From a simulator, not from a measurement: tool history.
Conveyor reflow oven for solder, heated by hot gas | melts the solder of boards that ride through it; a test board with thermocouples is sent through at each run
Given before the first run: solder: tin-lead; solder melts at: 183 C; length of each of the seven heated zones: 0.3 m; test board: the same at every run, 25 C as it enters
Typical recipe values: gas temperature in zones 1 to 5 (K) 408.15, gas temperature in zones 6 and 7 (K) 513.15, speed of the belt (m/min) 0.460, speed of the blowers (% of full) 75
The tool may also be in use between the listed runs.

run	day	gas temperature in zones 1 to 5 (K)	gas temperature in zones 6 and 7 (K)	speed of the belt (m/min)	speed of the blowers (% of full)	highest temperature of the board (K)	time above the solder's melting point (s)
1	0.000	408.15	513.15	0.460	75	499.33	64.6
2	0.596	408.15	513.15	0.413	75	502.13	74.3
3	1.292	395.15	513.15	0.460	75	497.38	59.5
4	1.675	395.15	513.15	0.460	75	497.55	59.6
5	2.308	395.15	513.15	0.460	75	497.38	59.6
6	2.642	411.15	513.15	0.460	75	499.45	65.6
7	3.221	408.15	513.15	0.460	80	500.12	65.3
8	3.912	408.15	513.15	0.489	80	498.59	60.4
9	4.454	408.15	513.15	0.489	80	498.40	60.1
10	5.083	408.15	513.15	0.489	80	498.40	60.1
11	5.392	402.15	513.15	0.489	81	497.72	58.0
12	6.112	402.15	513.15	0.489	81	497.57	58.0
13	6.404	402.15	504.15	0.449	81	491.74	59.8
14	6.858	397.15	517.15	0.395	75	505.63	76.7
15	7.162	397.15	517.15	0.395	75	505.58	76.7
16	7.542	397.15	517.15	0.395	75	505.65	76.7
17	8.200	397.15	517.15	0.456	75	501.25	63.0
18	8.812	423.15	511.15	0.456	75	499.11	70.9
19	9.358	417.15	522.15	0.451	75	508.42	74.1
20	9.708	402.15	502.15	0.484	75	486.09	50.2

4 options for the next run, each taken on its own from the tool as it stands now. Forecast them:
A	10.142	402.15	502.15	0.459	75	?	?
B	10.142	402.15	502.15	0.498	81	?	?
C	10.142	408.15	510.15	0.534	65	?	?
D	10.142	408.15	528.15	0.390	75	?	?

run	highest temperature of the board (K)	time above the solder's melting point (s)
A	487.85	54.9
B	486.79	49.4
C	487.89	47.2
D	517.19	87.2
With no hidden state in the tool, these same runs would have given:
run	highest temperature of the board (K)	time above the solder's melting point (s)
A	489.69	56.5
B	488.85	51.1
C	489.91	48.6
D	518.81	87.2
